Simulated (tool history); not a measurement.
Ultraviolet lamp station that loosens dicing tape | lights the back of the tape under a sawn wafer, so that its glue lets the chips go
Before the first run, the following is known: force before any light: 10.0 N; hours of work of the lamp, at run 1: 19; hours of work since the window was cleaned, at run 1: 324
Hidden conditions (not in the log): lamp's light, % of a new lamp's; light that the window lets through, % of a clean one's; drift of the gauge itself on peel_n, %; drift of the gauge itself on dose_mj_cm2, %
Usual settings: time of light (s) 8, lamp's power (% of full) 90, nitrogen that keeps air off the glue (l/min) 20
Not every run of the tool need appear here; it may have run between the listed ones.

run,hour,time of light (s),lamp's power (% of full),nitrogen that keeps air off the glue (l/min),hours of work of the lamp,hours of work since the window was cleaned,force that peels the tape off (N),light that reached the tape (mJ/cm2)
1,0.0,8,90,20,19,324,1.135,313
2,13.4,8,90,20,27,332,1.191,309
3,26.4,8,90,20,34,339,1.225,311
4,33.6,8,91,20,38,344,1.160,314
5,41.1,8,91,20,43,348,1.188,316
6,50.3,16,90,20,48,353,0.264,618
7,58.6,16,90,20,53,358,0.271,612
8,67.3,8,90,20,58,363,1.261,308
9,76.9,11,90,20,63,369,0.645,426
10,89.6,11,90,20,71,376,0.641,415
11,97.5,11,90,20,75,381,0.652,417
12,108.7,8,90,9,82,387,2.368,308
13,116.9,8,90,9,87,392,2.296,303
14,127.4,8,90,9,93,398,2.340,300
15,137.8,8,90,9,99,404,2.337,299
# hour 139.2: window cleaned of glue's vapour
16,151.2,8,90,9,106,7,2.555,273
17,161.7,8,90,9,112,13,2.566,274
18,169.7,8,90,20,117,18,1.505,277
# hour 174.3: window cleaned of glue's vapour, once more
19,181.8,8,90,20,124,4,1.077,331
20,194.0,8,90,15,131,11,1.365,327
21,205.8,8,90,15,137,18,1.340,327
22,216.0,8,90,14,143,24,1.472,324
23,223.5,8,90,14,148,28,1.432,335
24,233.1,8,90,14,153,34,1.489,325
25,246.6,5,90,20,161,42,2.442,206
26,260.2,13,89,27,169,50,0.312,515
27,268.4,13,89,27,174,54,0.296,512
28,278.6,13,89,27,180,60,0.298,515
29,287.9,13,89,27,185,66,0.293,515
30,299.0,13,89,27,191,72,0.305,508
31,306.8,11,90,27,196,77,0.437,439
32,318.8,10,70,20,203,84,1.241,311
33,329.7,12,100,39,209,90,0.240,525
34,339.4,7,67,10,215,96,3.486,206
35,352.1,7,67,10,222,103,3.432,199
36,361.7,11,82,10,228,108,1.388,388
37,371.6,5,86,9,233,114,3.964,188
38,382.3,4,61,29,240,120,4.369,106
39,392.2,4,61,29,245,126,4.355,104
40,400.3,4,61,10,250,131,5.868,101
41,408.1,8,88,20,254,135,1.281,303
42,420.0,5,88,20,261,142,2.726,183
43,433.0,8,70,25,269,150,1.692,232
44,446.3,10,90,31,277,157,0.540,369

Measured result minus the same run's result without the hidden state. Both carry the same run-to-run variation, though not necessarily the same gauge scatter:
run,force that peels the tape off (N),light that reached the tape (mJ/cm2)
1,+0.225,-35
2,+0.242,-38
3,+0.260,-39
4,+0.252,-39
5,+0.266,-42
6,+0.051,-83
7,+0.055,-84
8,+0.297,-43
9,+0.173,-61
10,+0.179,-63
11,+0.184,-65
12,+0.478,-48
13,+0.472,-49
14,+0.490,-50
15,+0.499,-51
16,+0.746,-73
17,+0.763,-74
18,+0.567,-76
19,+0.112,-18
20,+0.141,-19
21,+0.147,-21
22,+0.168,-22
23,+0.169,-23
24,+0.184,-24
25,+0.250,-16
26,+0.045,-44
27,+0.045,-44
28,+0.049,-47
29,+0.050,-48
30,+0.053,-51
31,+0.087,-44
32,+0.230,-33
33,+0.034,-59
34,+0.395,-23
35,+0.403,-24
36,+0.283,-49
37,+0.435,-25
38,+0.461,-14
39,+0.471,-15
40,+0.429,-14
41,+0.302,-43
42,+0.467,-27
43,+0.383,-37
44,+0.162,-60

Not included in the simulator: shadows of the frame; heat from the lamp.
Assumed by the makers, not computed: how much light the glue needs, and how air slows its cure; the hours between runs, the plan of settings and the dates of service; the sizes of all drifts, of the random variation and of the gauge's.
